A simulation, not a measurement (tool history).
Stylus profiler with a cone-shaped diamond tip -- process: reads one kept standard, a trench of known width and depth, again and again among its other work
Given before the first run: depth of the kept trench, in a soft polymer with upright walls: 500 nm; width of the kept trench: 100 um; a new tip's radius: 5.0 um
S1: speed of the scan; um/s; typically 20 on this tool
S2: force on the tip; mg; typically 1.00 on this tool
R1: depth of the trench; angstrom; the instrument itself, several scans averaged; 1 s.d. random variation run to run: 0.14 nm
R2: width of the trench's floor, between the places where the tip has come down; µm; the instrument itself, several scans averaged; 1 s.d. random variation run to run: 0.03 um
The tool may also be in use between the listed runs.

run	hour	S1	S2	R1	R2
1	0.0	20	1.00	5013.1	95.21
2	56.0	20	1.74	5019.0	95.23
3	107.4	20	1.61	5018.7	95.26
4	154.4	26	1.61	5018.4	95.23
5	188.6	26	1.61	5017.5	95.21
6	217.6	20	1.00	5011.8	95.18
7	257.9	20	1.00	5011.6	95.17
8	305.8	20	1.00	5008.4	95.15
9	348.6	20	1.00	5010.0	95.10
10	383.4	20	1.00	5008.5	95.08
11	437.1	56	1.00	5009.1	94.72
12	481.7	56	1.00	5008.2	94.72
13	518.7	56	1.00	5008.7	94.68
14	570.4	20	1.00	5006.9	95.06
15	626.0	65	1.00	5007.1	94.54
16	681.1	65	1.00	5007.1	94.55
17	707.1	65	0.80	5001.6	94.43
18	753.5	27	0.80	5001.0	94.92
19	793.1	27	0.80	5003.4	94.86
20	816.7	27	0.80	5002.6	94.90
21	870.9	20	1.00	5008.0	94.98
22	907.0	20	1.00	5005.7	94.86
23	963.0	20	1.00	5003.8	94.91
24	988.9	42	0.39	4996.9	94.44
25	1020.8	28	0.37	4992.7	94.69
26	1067.0	28	0.37	4993.2	94.64
27	1116.2	23	0.85	5000.3	94.81
28	1164.9	18	0.73	4998.3	94.76
29	1197.1	78	2.72	5022.5	94.56
30	1250.6	12	0.49	4991.9	94.81
31	1278.4	10	1.00	5001.2	94.94
32	1301.0	59	0.82	4999.3	94.41
33	1353.1	59	0.82	4997.6	94.39
34	1397.6	28	0.36	4989.5	94.54
35	1435.0	22	2.57	5016.4	94.81
36	1471.1	22	2.57	5014.9	94.88
37	1499.8	19	0.69	4994.9	94.71
38	1543.7	10	1.45	5003.6	94.86
39	1566.7	22	1.00	4997.7	94.73
40	1607.7	8	0.36	4987.2	94.80
41	1641.0	7	0.58	4991.1	94.78
42	1687.1	56	2.29	5013.4	94.51
43	1713.9	69	0.42	4988.4	93.85
44	1760.0	37	0.92	4994.5	94.43
# hour 1771.7: height scale calibrated on a step standard
45	1791.6	37	0.92	5017.5	94.45

Here are 3 independent what-if runs from the current tool condition. What would each one return?
A	1836.0	5	1.00	?	?
B	1836.0	7	1.00	?	?
C	1836.0	48	1.20	?	?

run	R1	R2
A	5015.1	94.78
B	5018.8	94.83
C	5021.4	94.40
Had the tool no hidden state, the same runs would have come out as:
run	R1	R2
A	5016.2	95.59
B	5020.0	95.63
C	5022.5	95.21
